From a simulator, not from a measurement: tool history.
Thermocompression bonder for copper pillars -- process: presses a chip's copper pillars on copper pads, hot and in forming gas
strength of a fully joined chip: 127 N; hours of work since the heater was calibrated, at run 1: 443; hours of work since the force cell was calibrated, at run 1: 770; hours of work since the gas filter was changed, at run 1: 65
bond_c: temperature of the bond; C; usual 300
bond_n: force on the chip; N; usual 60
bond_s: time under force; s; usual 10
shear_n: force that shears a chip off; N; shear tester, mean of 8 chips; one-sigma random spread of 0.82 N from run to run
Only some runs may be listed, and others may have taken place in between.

| run | hour | bond_c | bond_n | bond_s | hours of work since the heater was calibrated | hours of work since the force cell was calibrated | hours of work since the gas filter was changed | shear_n |
|---|---|---|---|---|---|---|---|---|
| 1 | 0.0 | 300 | 60 | 10 | 443 | 770 | 65 | 59.4 |
| 2 | 34.2 | 276 | 60 | 10 | 469 | 796 | 91 | 40.7 |
|  | 48.6 | forming gas filter changed |
| 3 | 105.5 | 276 | 60 | 10 | 522 | 850 | 43 | 41.5 |
|  | 114.1 | heater calibrated with a thermocouple chip |
| 4 | 176.4 | 300 | 60 | 10 | 47 | 902 | 96 | 50.4 |
|  | 187.2 | forming gas filter changed |
| 5 | 251.5 | 300 | 60 | 10 | 104 | 959 | 49 | 50.6 |
| 6 | 289.6 | 300 | 60 | 10 | 133 | 988 | 78 | 50.6 |
|  | 326.1 | forming gas filter changed |
| 7 | 335.7 | 300 | 60 | 15 | 168 | 1023 | 7 | 58.4 |
|  | 366.7 | heater calibrated with a thermocouple chip, once more |
| 8 | 372.0 | 300 | 60 | 15 | 4 | 1049 | 33 | 80.0 |
| 9 | 417.8 | 300 | 60 | 10 | 39 | 1084 | 68 | 70.0 |
|  | 464.3 | forming gas filter changed |
| 10 | 468.4 | 300 | 60 | 10 | 77 | 1122 | 3 | 70.8 |
|  | 511.5 | force cell calibrated |
| 11 | 524.8 | 312 | 60 | 10 | 119 | 10 | 45 | 74.3 |
| 12 | 559.7 | 300 | 60 | 10 | 145 | 37 | 71 | 66.5 |
|  | 599.3 | forming gas filter changed |
| 13 | 619.2 | 300 | 60 | 10 | 190 | 82 | 15 | 65.2 |
| 14 | 653.2 | 300 | 75 | 10 | 216 | 107 | 41 | 78.6 |
| 15 | 714.2 | 300 | 70 | 10 | 262 | 154 | 87 | 72.1 |
|  | 732.9 | forming gas filter changed |
| 16 | 779.2 | 300 | 70 | 10 | 311 | 203 | 35 | 71.1 |
| 17 | 820.6 | 300 | 60 | 10 | 343 | 234 | 67 | 61.5 |
|  | 868.5 | forming gas filter changed |
| 18 | 873.4 | 300 | 60 | 10 | 383 | 274 | 4 | 61.6 |
| 19 | 939.9 | 300 | 60 | 10 | 433 | 325 | 54 | 59.1 |
|  | 1002.1 | forming gas filter changed |
| 20 | 1005.4 | 291 | 60 | 16 | 483 | 374 | 3 | 64.0 |
|  | 1070.9 | heater calibrated with a thermocouple chip |
| 21 | 1074.0 | 291 | 60 | 16 | 2 | 425 | 53 | 72.7 |
| 22 | 1123.5 | 291 | 60 | 16 | 40 | 462 | 91 | 69.6 |
|  | 1139.3 | forming gas filter changed |
| 23 | 1155.5 | 299 | 58 | 16 | 64 | 486 | 12 | 76.1 |
| 24 | 1199.7 | 299 | 58 | 16 | 98 | 520 | 46 | 74.1 |
| 25 | 1244.8 | 290 | 60 | 10 | 132 | 554 | 80 | 59.5 |
|  | 1274.1 | forming gas filter changed |
| 26 | 1299.9 | 315 | 60 | 16 | 173 | 596 | 20 | 90.0 |
| 27 | 1375.0 | 282 | 60 | 13 | 231 | 653 | 77 | 57.3 |
|  | 1409.1 | forming gas filter changed |
| 28 | 1422.4 | 315 | 85 | 13 | 266 | 689 | 10 | 101.8 |
| 29 | 1485.7 | 315 | 85 | 13 | 314 | 737 | 58 | 105.6 |
|  | 1542.2 | forming gas filter changed |
| 30 | 1558.9 | 295 | 60 | 9 | 370 | 792 | 13 | 57.1 |
| 31 | 1632.0 | 273 | 73 | 29 | 425 | 848 | 68 | 73.6 |
|  | 1676.8 | forming gas filter changed |
| 32 | 1688.8 | 310 | 83 | 6 | 468 | 890 | 9 | 79.7 |
| 33 | 1744.2 | 310 | 83 | 6 | 510 | 932 | 51 | 78.3 |
|  | 1771.6 | heater calibrated with a thermocouple chip |
| 34 | 1781.3 | 298 | 67 | 9 | 7 | 959 | 78 | 72.3 |
|  | 1815.9 | forming gas filter changed |
| 35 | 1831.0 | 289 | 37 | 10 | 45 | 997 | 12 | 34.5 |
| 36 | 1899.9 | 287 | 60 | 14 | 97 | 1049 | 64 | 62.8 |
|  | 1950.6 | forming gas filter changed |
| 37 | 1950.6 | 287 | 60 | 14 | 135 | 1087 | 0 | 64.6 |
| 38 | 2014.1 | 287 | 60 | 14 | 184 | 1135 | 48 | 62.3 |

Branching from run 38: 3 alternative next runs. What would each branch give?
|  | 2037.6 | force cell calibrated |
| A | 2058.1 | 329 | 59 | 9 | 216 | 16 | 81 | ? |
|  | 2037.6 | force cell calibrated |
| B | 2058.1 | 301 | 60 | 14 | 216 | 16 | 81 | ? |
|  | 2037.6 | force cell calibrated |
| C | 2058.1 | 300 | 82 | 15 | 216 | 16 | 81 | ? |

| run | shear_n |
|---|---|
| A | 79.0 |
| B | 68.4 |
| C | 90.9 |
What these runs would have given with no unlogged condition in the tool:
| run | shear_n |
|---|---|
| A | 86.8 |
| B | 76.6 |
| C | 99.3 |
